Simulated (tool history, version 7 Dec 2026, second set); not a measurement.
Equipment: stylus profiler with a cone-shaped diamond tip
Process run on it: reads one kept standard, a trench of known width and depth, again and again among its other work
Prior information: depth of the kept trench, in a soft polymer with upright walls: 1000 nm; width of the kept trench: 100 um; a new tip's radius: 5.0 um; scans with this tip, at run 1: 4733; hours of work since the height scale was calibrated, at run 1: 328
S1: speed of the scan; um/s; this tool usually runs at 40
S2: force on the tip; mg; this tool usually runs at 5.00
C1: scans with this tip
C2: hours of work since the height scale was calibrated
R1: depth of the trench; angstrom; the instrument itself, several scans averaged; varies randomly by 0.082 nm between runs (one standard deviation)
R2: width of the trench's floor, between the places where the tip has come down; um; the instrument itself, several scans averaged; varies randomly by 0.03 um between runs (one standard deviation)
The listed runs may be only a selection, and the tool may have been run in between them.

run    hour   S1     S2     C1   C2       R1     R2
  1     0.0   40   5.00   4733  328  10185.1  93.45
  2    18.6   40   5.00   4853  337  10184.7  93.42
  3    42.0   40   5.00   5004  347  10185.8  93.50
  4    60.8   40   5.00   5125  356  10188.3  93.41
  5    91.4   40   5.00   5321  369  10184.9  93.39
  6   111.4   40   5.00   5450  378  10188.3  93.39
  7   136.8   40   4.50   5614  390  10176.8  93.38
  8   170.8   40   4.50   5832  405  10177.1  93.33
  9   189.3   40   4.50   5951  413  10175.8  93.29
 10   209.2   40   4.50   6079  422  10176.4  93.32
 11   238.2   40   5.00   6266  435  10188.2  93.27
 12   263.8   40   5.00   6431  446  10189.3  93.25
 13   286.0  118   5.00   6574  456  10189.0  93.11
 14   300.6  118   5.00   6667  463  10188.6  93.10
 15   322.5  118   5.00   6808  472  10189.0  93.15
 16   352.6  118   5.00   7002  486  10190.2  93.07
 17   380.7   40   3.25   7182  498  10147.6  93.23
 18   399.3   40   5.00   7302  507  10188.2  93.17
 19   432.7   40   5.00   7517  522  10191.4  93.15
 20   459.5   40   2.62   7690  534  10129.8  93.14
 21   491.6   48   2.62   7896  548  10131.4  93.11
 22   527.4   40  10.78   8126  564  10306.0  93.10
 23   552.2   40   5.00   8286  575  10192.3  93.05
 24   580.6  113   6.75   8468  588  10230.0  92.90
 25   595.5  113   6.75   8564  594  10229.9  92.97
 26   612.6  113   6.75   8674  602  10229.9  92.94
 27   641.5  113   6.75   8860  615  10230.7  92.92
 28   673.7   35   2.80   9067  629  10137.3  92.98
 29   691.0   35   2.80   9179  637  10136.5  92.97
 30   722.1   40  10.03   9379  651  10294.9  93.01
 31   750.7  150   2.99   9563  664  10142.9  92.60
 32   767.9  150   2.99   9673  671  10143.9  92.64
 33   795.8  150   2.99   9853  684  10145.2  92.58
 34   814.9  150   2.99   9976  692  10145.4  92.64
 35   832.9  150   2.99  10092  700  10144.7  92.59
 36   855.9  150   2.99  10240  711  10146.0  92.54
 37   880.3  150   2.99  10396  721  10146.4  92.54
 38   896.4   65   1.98  10500  729  10116.7  92.65
 39   925.6   20   5.45  10688  742  10205.2  92.87
 40   957.5   67   7.99  10893  756  10259.1  92.80
 41   991.9   50   4.88  11115  771  10193.1  92.77
 42  1016.7   84   6.17  11274  782  10223.2  92.69
 43  1041.7   84   6.17  11435  794  10223.1  92.71
     1067.6  -- height scale calibrated on a step standard
 44  1074.0   12   6.17  11639    3  10195.9  92.73
 45  1105.7   23  11.44  11843   17  10296.4  92.73

Alternative continuations, all from the tool just after run 45; predict every row:
  A  1137.0   10  5.00  12044  31   ?   ?
  B  1137.0  122  2.08  12044  31   ?   ?
  C  1137.0   22  5.63  12044  31   ?   ?
  D  1137.0   14  7.98  12044  31   ?   ?

run       R1     R2
  A  10171.6  92.75
  B  10095.1  92.42
  C  10184.9  92.78
  D  10235.5  92.71
Without the tool's hidden state the same runs would have given:
run       R1     R2
  A  10170.3  93.98
  B  10093.9  93.66
  C  10183.7  94.02
  D  10234.2  93.94
